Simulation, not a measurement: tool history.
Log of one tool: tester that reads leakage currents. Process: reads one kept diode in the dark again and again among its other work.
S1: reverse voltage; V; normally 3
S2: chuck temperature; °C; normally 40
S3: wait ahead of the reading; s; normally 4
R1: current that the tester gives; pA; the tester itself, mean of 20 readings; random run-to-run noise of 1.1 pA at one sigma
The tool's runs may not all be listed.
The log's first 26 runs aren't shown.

run 27 day=57.417 | S1=14.52 S2=31 S3=0.46 | R1=439.28
run 28 day=60.046 | S1=14.52 S2=31 S3=0.46 | R1=439.41
run 29 day=62.454 | S1=1.38 S2=40 S3=1.43 | R1=258.78
run 30 day=65.167 | S1=16.38 S2=29 S3=1.43 | R1=396.35
run 31 day=68.325 | S1=2.01 S2=47 S3=0.67 | R1=505.02
run 32 day=70.046 | S1=5.6 S2=22 S3=0.71 | R1=135.62
run 33 day=72.925 | S1=5.6 S2=44 S3=4.24 | R1=681.5
run 34 day=74.683 | S1=5.6 S2=31 S3=1.62 | R1=268.86
run 35 day=76.925 | S1=5.6 S2=31 S3=1.62 | R1=270
-- day=78.783 chuck's temperature calibrated
run 36 day=79.425 | S1=5.6 S2=31 S3=1.62 | R1=269.26
run 37 day=81.925 | S1=6.02 S2=38 S3=1.62 | R1=466.54
run 38 day=83.333 | S1=6.02 S2=38 S3=1.62 | R1=467.14
run 39 day=85.246 | S1=12.42 S2=41 S3=0.43 | R1=837.42

Branching from run 39: 5 alternative next runs. What would each branch give?
run A day=87.375 | S1=4.42 S2=35 S3=4.96 | R1=?
run B day=87.375 | S1=1.79 S2=48 S3=0.8 | R1=?
run C day=87.375 | S1=12.42 S2=33 S3=0.43 | R1=?
run D day=87.375 | S1=2.92 S2=41 S3=0.43 | R1=?
run E day=87.375 | S1=9.91 S2=40 S3=4 | R1=?

run=A R1=321.41
run=B R1=513.52
run=C R1=470.34
run=D R1=405.73
run=E R1=689.51
What these runs would have given with no unlogged condition in the tool:
run=A R1=321.33
run=B R1=513.48
run=C R1=470.11
run=D R1=405.67
run=E R1=689.32

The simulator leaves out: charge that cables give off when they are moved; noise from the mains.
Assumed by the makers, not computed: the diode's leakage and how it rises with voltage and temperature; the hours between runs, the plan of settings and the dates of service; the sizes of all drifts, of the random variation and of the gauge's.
